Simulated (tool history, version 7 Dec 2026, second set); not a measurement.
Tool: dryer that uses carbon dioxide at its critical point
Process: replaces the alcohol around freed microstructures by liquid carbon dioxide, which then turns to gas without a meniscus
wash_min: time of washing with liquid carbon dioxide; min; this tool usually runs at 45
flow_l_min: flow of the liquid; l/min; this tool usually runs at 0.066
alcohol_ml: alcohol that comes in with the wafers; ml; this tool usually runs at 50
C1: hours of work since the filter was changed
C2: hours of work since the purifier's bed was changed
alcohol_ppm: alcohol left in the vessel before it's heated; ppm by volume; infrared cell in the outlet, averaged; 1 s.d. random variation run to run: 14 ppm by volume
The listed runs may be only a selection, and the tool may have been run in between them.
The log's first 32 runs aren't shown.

run 33 hour=635.3 | wash_min=45 flow_l_min=0.066 alcohol_ml=61 | C1=149 C2=528 | alcohol_ppm=2021
run 34 hour=651.9 | wash_min=35 flow_l_min=0.0858 alcohol_ml=61 | C1=157 C2=536 | alcohol_ppm=1866
run 35 hour=673.8 | wash_min=35 flow_l_min=0.0858 alcohol_ml=61 | C1=168 C2=547 | alcohol_ppm=1973
-- hour=695.7 inlet filter changed
run 36 hour=703.3 | wash_min=35 flow_l_min=0.1094 alcohol_ml=79 | C1=4 C2=561 | alcohol_ppm=397
run 37 hour=729.6 | wash_min=44 flow_l_min=0.0529 alcohol_ml=50 | C1=17 C2=574 | alcohol_ppm=2935
run 38 hour=751.2 | wash_min=55 flow_l_min=0.0524 alcohol_ml=48 | C1=27 C2=584 | alcohol_ppm=1355
run 39 hour=769.3 | wash_min=34 flow_l_min=0.0598 alcohol_ml=25 | C1=36 C2=593 | alcohol_ppm=2368
run 40 hour=781.3 | wash_min=39 flow_l_min=0.0943 alcohol_ml=50 | C1=42 C2=599 | alcohol_ppm=442
run 41 hour=798.5 | wash_min=39 flow_l_min=0.0943 alcohol_ml=50 | C1=50 C2=608 | alcohol_ppm=450
run 42 hour=818.4 | wash_min=39 flow_l_min=0.0943 alcohol_ml=50 | C1=60 C2=617 | alcohol_ppm=459
run 43 hour=840.8 | wash_min=60 flow_l_min=0.0438 alcohol_ml=51 | C1=71 C2=628 | alcohol_ppm=2403
run 44 hour=859.8 | wash_min=43 flow_l_min=0.0418 alcohol_ml=51 | C1=81 C2=638 | alcohol_ppm=7989
run 45 hour=888.3 | wash_min=43 flow_l_min=0.0673 alcohol_ml=51 | C1=95 C2=652 | alcohol_ppm=1632
run 46 hour=912.1 | wash_min=51 flow_l_min=0.066 alcohol_ml=50 | C1=106 C2=663 | alcohol_ppm=933
run 47 hour=925.4 | wash_min=45 flow_l_min=0.0607 alcohol_ml=55 | C1=113 C2=670 | alcohol_ppm=2400

Consider 4 possible next runs. They are alternatives, not a sequence: every one starts from the tool as it was left by run 47. What does each give?
run A hour=945.4 | wash_min=45 flow_l_min=0.0607 alcohol_ml=61 | C1=123 C2=680 | alcohol_ppm=?
run B hour=945.4 | wash_min=69 flow_l_min=0.0444 alcohol_ml=45 | C1=123 C2=680 | alcohol_ppm=?
run C hour=945.4 | wash_min=46 flow_l_min=0.066 alcohol_ml=35 | C1=123 C2=680 | alcohol_ppm=?
run D hour=945.4 | wash_min=41 flow_l_min=0.0945 alcohol_ml=21 | C1=123 C2=680 | alcohol_ppm=?

run=A alcohol_ppm=2663
run=B alcohol_ppm=1499
run=C alcohol_ppm=1089
run=D alcohol_ppm=284
With no hidden state in the tool, these same runs would have given:
run=A alcohol_ppm=1607
run=B alcohol_ppm=830
run=C alcohol_ppm=582
run=D alcohol_ppm=85
